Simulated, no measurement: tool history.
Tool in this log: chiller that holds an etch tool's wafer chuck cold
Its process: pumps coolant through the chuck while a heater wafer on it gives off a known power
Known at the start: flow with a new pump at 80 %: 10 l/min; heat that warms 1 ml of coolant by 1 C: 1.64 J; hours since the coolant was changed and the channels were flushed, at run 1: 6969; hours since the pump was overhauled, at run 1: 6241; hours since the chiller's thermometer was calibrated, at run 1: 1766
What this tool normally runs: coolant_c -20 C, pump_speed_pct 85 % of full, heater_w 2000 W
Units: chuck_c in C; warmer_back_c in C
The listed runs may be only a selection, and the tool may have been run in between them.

run,day,coolant_c,pump_speed_pct,heater_w,hours since the coolant was changed and the channels were flushed,hours since the pump was overhauled,hours since the chiller's thermometer was calibrated,chuck_c,warmer_back_c
1,0.000,-20,85,2000,6969,6241,1766,-4.2,6.86
2,4.008,-20,85,2000,7065,6337,1863,-3.9,6.90
3,9.671,-20,85,2000,7201,6473,1999,-3.8,6.83
4,16.208,-20,85,2000,7358,6630,2155,-3.9,6.76
5,23.512,-20,85,2000,7533,6805,2331,-4.0,6.80
6,27.417,-20,85,2000,7627,6899,2424,-3.9,6.79
7,33.188,-26,63,2703,7766,7038,2563,2.5,12.85

Forecast run 8:
8,38.325,-20,63,2000,7889,7161,2686,?,?

Run 8 came out at chuck_c 1.3 C, warmer_back_c 9.43 C.
The same run, on a tool lacking any hidden state, would have yielded chuck_c 1.3 C, warmer_back_c 9.51 C.

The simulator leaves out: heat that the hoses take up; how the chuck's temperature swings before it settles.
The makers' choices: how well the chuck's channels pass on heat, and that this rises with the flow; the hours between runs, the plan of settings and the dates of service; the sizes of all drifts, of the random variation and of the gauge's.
